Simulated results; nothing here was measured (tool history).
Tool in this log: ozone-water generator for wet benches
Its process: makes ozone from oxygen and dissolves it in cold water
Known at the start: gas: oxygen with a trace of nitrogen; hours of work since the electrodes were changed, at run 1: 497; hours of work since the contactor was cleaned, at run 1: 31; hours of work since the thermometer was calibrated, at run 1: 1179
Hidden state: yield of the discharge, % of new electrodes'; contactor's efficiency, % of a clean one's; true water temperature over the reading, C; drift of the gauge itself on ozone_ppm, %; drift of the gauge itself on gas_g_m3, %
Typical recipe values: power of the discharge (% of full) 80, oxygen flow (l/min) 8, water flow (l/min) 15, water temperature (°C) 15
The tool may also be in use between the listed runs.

run   hour  power of the discharge (% of full)  oxygen flow (l/min)  water flow (l/min)  water temperature (°C)  hours of work since the electrodes were changed  hours of work since the contactor was cleaned  hours of work since the thermometer was calibrated  dissolved ozone (ppm)  ozone in the gas ahead of the water (g/m3)
  1      0                                  80                    8                  15                      15                                              497                                             31                                                1179                   48.1                                       279.7
  2   35.7                                  80                    8                  15                      15                                              531                                             65                                                1213                     48                                       276.2
  3   68.6                                  95                    8                  15                      15                                              562                                             97                                                1245                   52.1                                       305.9
  4  105.5                                  80                    8                  15                      15                                              598                                            132                                                1280                   47.9                                       278.1
  5  136.7                                  80                    8                  15                      15                                              628                                            162                                                1310                   48.2                                         277
  6    157                                  80                    8                  15                       7                                              647                                            182                                                1329                   56.2                                       279.1
  7  188.4                                  80                    8                  15                      12                                              677                                            212                                                1360                     51                                       277.3
  8    215                                  80                    8                  22                      12                                              703                                            237                                                1385                   36.9                                       276.3
  9  233.9                                  52                13.44                  12                      18                                              721                                            255                                                1403                   36.8                                       173.8
 10  261.1                                  94                 7.46                  18                      13                                              747                                            281                                                1429                   47.5                                       315.2
 11  293.1                                  50                 7.82                  20                      10                                              777                                            312                                                1460                   33.1                                       222.9
 12  321.3                                  80                 6.48                  15                      15                                              804                                            339                                                1487                   48.7                                       310.8
 13  348.8                                  80                 5.26                  14                      15                                              831                                            365                                                1513                   51.8                                       342.7
 14  365.9                                  76                11.98                   9                      21                                              847                                            382                                                1530                   48.2                                       220.5
 15  389.3                                  80                14.06                  15                      15                                              870                                            404                                                1552                   43.3                                       210.2

Each row is a separate what-if for the run after 15, all from the same tool condition, not one after another. Results?
  A  406.9                                  80                    8                  16                       7                                              887                                            421                                                1569                      ?                                           ?
  B  406.9                                  50                 6.37                  12                      15                                              887                                            421                                                1569                      ?                                           ?
  C  406.9                                  80                14.06                  12                      15                                              887                                            421                                                1569                      ?                                           ?

run  dissolved ozone (ppm)  ozone in the gas ahead of the water (g/m3)
  A                   52.4                                       278.7
  B                   45.5                                         247
  C                   48.5                                       208.9
With the hidden condition removed and each run's random variation left untouched, the same runs would have given:
run  dissolved ozone (ppm)  ozone in the gas ahead of the water (g/m3)
  A                   52.4                                       278.8
  B                   45.5                                       247.1
  C                   48.5                                         209

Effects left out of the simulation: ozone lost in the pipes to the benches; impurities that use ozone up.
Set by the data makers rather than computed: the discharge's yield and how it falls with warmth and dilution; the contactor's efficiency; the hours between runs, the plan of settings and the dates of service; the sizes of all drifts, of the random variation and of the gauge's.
